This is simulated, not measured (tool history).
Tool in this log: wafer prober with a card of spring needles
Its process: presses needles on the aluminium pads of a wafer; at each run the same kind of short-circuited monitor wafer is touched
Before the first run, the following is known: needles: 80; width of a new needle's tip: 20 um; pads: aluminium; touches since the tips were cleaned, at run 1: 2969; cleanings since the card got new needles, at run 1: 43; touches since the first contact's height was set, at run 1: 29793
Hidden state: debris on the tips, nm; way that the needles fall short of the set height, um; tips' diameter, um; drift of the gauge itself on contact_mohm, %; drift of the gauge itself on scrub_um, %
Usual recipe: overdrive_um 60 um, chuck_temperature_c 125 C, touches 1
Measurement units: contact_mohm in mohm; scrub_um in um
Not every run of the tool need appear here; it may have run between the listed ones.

| run | hour | overdrive_um | chuck_temperature_c | touches | touches since the tips were cleaned | cleanings since the card got new needles | touches since the first contact's height was set | contact_mohm | scrub_um |
|---|---|---|---|---|---|---|---|---|---|
| 1 | 0 | 60 | 125 | 1 | 2969 | 43 | 29793 | 352 | 11.31 |
|  | 7 | tips cleaned on abrasive film |
|  | 18.6 | tips cleaned on abrasive film |
| 2 | 18.6 | 60 | 87 | 1 | 0 | 45 | 41736 | 258 | 11.32 |
| 3 | 27.1 | 60 | 87 | 1 | 5560 | 45 | 47296 | 414 | 11.28 |
|  | 30 | tips cleaned on abrasive film |
| 4 | 40.1 | 60 | 87 | 1 | 6601 | 46 | 55724 | 424 | 11.26 |
|  | 41.7 | tips cleaned on abrasive film |
|  | 50 | height of the first contact set anew |
|  | 53.1 | tips cleaned on abrasive film |
| 5 | 57.2 | 60 | 87 | 1 | 2630 | 48 | 4605 | 344 | 11.43 |
|  | 65.4 | tips cleaned on abrasive film |
| 6 | 75.8 | 60 | 125 | 1 | 6780 | 49 | 16647 | 424 | 11.36 |
|  | 76.8 | tips cleaned on abrasive film |
| 7 | 86.8 | 60 | 125 | 1 | 6509 | 50 | 23782 | 423 | 11.41 |
|  | 89.7 | tips cleaned on abrasive film |
| 8 | 99.8 | 60 | 125 | 1 | 6599 | 51 | 32181 | 433 | 11.41 |
|  | 101.5 | tips cleaned on abrasive film |
|  | 113 | tips cleaned on abrasive film |
|  | 117.8 | tips cleaned on abrasive film, once more |
| 9 | 119.1 | 60 | 125 | 1 | 883 | 54 | 44535 | 308 | 11.29 |
|  | 130.1 | tips cleaned on abrasive film |
| 10 | 134.7 | 60 | 125 | 1 | 3040 | 55 | 54631 | 367 | 11.32 |
|  | 142.7 | tips cleaned on abrasive film |
|  | 146.5 | height of the first contact set anew |
| 11 | 152.3 | 67 | 125 | 1 | 6046 | 56 | 3774 | 382 | 12.83 |
|  | 154.2 | tips cleaned on abrasive film |
| 12 | 164.5 | 67 | 125 | 1 | 6665 | 57 | 11632 | 390 | 12.76 |
|  | 165.6 | tips cleaned on abrasive film |
|  | 177.4 | tips cleaned on abrasive film |
| 13 | 185.7 | 43 | 125 | 1 | 5426 | 59 | 25345 | 572 | 8.14 |
|  | 188.5 | tips cleaned on abrasive film |
|  | 200.5 | tips cleaned on abrasive film |
| 14 | 201.8 | 43 | 125 | 1 | 805 | 61 | 35656 | 349 | 8.09 |
| 15 | 211 | 60 | 89 | 1 | 6788 | 61 | 41639 | 420 | 11.32 |
|  | 212 | tips cleaned on abrasive film |
|  | 223.3 | tips cleaned on abrasive film |
| 16 | 232 | 60 | 89 | 1 | 5660 | 63 | 55190 | 429 | 11.29 |
|  | 234.5 | tips cleaned on abrasive film |
|  | 243.1 | height of the first contact set anew |
|  | 246 | tips cleaned on abrasive film |
| 17 | 246 | 60 | 89 | 1 | 0 | 65 | 1820 | 256 | 11.42 |
|  | 257.1 | tips cleaned on abrasive film |
| 18 | 258.2 | 54 | 125 | 1 | 741 | 66 | 9724 | 312 | 10.28 |
|  | 269.2 | tips cleaned on abrasive film |
| 19 | 275.5 | 65 | 44 | 1 | 4094 | 67 | 20890 | 361 | 12.3 |
|  | 281.5 | tips cleaned on abrasive film |
|  | 292.6 | tips cleaned on abrasive film |
| 20 | 293.2 | 60 | 125 | 1 | 422 | 69 | 32317 | 289 | 11.36 |
|  | 304.7 | tips cleaned on abrasive film |
| 21 | 311.6 | 63 | 51 | 2 | 4521 | 70 | 44224 | 326 | 11.91 |
|  | 316 | tips cleaned on abrasive film |
|  | 327.4 | tips cleaned on abrasive film |
| 22 | 332.3 | 63 | 51 | 2 | 3175 | 72 | 57553 | 313 | 11.9 |
|  | 338.7 | height of the first contact set anew |
|  | 340.4 | tips cleaned on abrasive film |
| 23 | 346.3 | 60 | 118 | 1 | 3842 | 73 | 4842 | 385 | 11.47 |
|  | 351.7 | tips cleaned on abrasive film |
|  | 363.3 | tips cleaned on abrasive film |
| 24 | 364.5 | 47 | 125 | 1 | 769 | 75 | 16589 | 327 | 8.89 |
|  | 375.9 | tips cleaned on abrasive film |
| 25 | 377.1 | 47 | 125 | 1 | 803 | 76 | 24726 | 352 | 8.88 |
|  | 387.3 | tips cleaned on abrasive film |
| 26 | 389 | 47 | 125 | 1 | 1136 | 77 | 32406 | 347 | 8.85 |
|  | 399.9 | tips cleaned on abrasive film |
| 27 | 406.6 | 51 | 92 | 1 | 4381 | 78 | 43804 | 462 | 9.61 |
|  | 411.2 | tips cleaned on abrasive film |
|  | 423.1 | tips cleaned on abrasive film |
| 28 | 423.1 | 58 | 43 | 3 | 0 | 80 | 54429 | 241 | 10.94 |
| 29 | 433.6 | 67 | 42 | 2 | 6777 | 80 | 61206 | 335 | 12.61 |
|  | 435.5 | tips cleaned on abrasive film |
|  | 435.8 | height of the first contact set anew |
|  | 447.2 | tips cleaned on abrasive film |
| 30 | 447.2 | 67 | 42 | 2 | 0 | 82 | 7309 | 236 | 12.77 |
|  | 458.3 | tips cleaned on abrasive film |
| 31 | 459 | 60 | 52 | 1 | 411 | 83 | 14927 | 271 | 11.43 |
|  | 469.7 | tips cleaned on abrasive film |
| 32 | 472.7 | 59 | 125 | 1 | 1954 | 84 | 23797 | 361 | 11.22 |

Results per run with the tool's hidden condition removed, run-to-run variation unchanged:
| run | contact_mohm | scrub_um |
|---|---|---|
| 1 | 249 | 11.39 |
| 2 | 242 | 11.47 |
| 3 | 242 | 11.43 |
| 4 | 239 | 11.43 |
| 5 | 241 | 11.46 |
| 6 | 250 | 11.4 |
| 7 | 251 | 11.47 |
| 8 | 253 | 11.49 |
| 9 | 253 | 11.42 |
| 10 | 253 | 11.47 |
| 11 | 247 | 12.83 |
| 12 | 246 | 12.78 |
| 13 | 257 | 8.2 |
| 14 | 260 | 8.18 |
| 15 | 241 | 11.41 |
| 16 | 244 | 11.42 |
| 17 | 245 | 11.44 |
| 18 | 256 | 10.3 |
| 19 | 225 | 12.34 |
| 20 | 247 | 11.44 |
| 21 | 228 | 12.01 |
| 22 | 231 | 12.04 |
| 23 | 252 | 11.48 |
| 24 | 257 | 8.94 |
| 25 | 258 | 8.95 |
| 26 | 254 | 8.94 |
| 27 | 245 | 9.71 |
| 28 | 231 | 11.08 |
| 29 | 228 | 12.74 |
| 30 | 229 | 12.79 |
| 31 | 232 | 11.46 |
| 32 | 252 | 11.26 |
